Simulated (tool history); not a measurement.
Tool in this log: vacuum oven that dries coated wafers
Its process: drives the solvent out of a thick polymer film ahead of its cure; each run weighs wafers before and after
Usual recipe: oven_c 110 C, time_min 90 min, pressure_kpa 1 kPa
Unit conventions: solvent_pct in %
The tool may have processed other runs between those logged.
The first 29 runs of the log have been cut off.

run	day	oven_c	time_min	pressure_kpa	solvent_pct
30	26.258	110	58	0.54	4.487
31	26.938	110	103	1	2.086
32	27.533	100	90	2.67	5.095
33	28.55	100	90	3.19	5.262
34	29.254	100	90	3.19	5.257
35	30.121	100	90	3.19	5.262
36	30.779	122	90	1	1.036
37	31.875	116	90	0.99	1.698
38	32.7	98	160	1.31	2.547
39	33.475	116	122	1.04	0.926

Branching from run 39: 3 alternative next runs. What would each branch give?
A	34.629	106	58	2.74	?
B	34.629	106	103	3.02	?
C	34.629	110	90	2.64	?

run	solvent_pct
A	5.845
B	3.357
C	3.029
Take away the tool's hidden state, keep each run's random variation, and the runs would have read:
run	solvent_pct
A	5.976
B	3.468
C	3.134
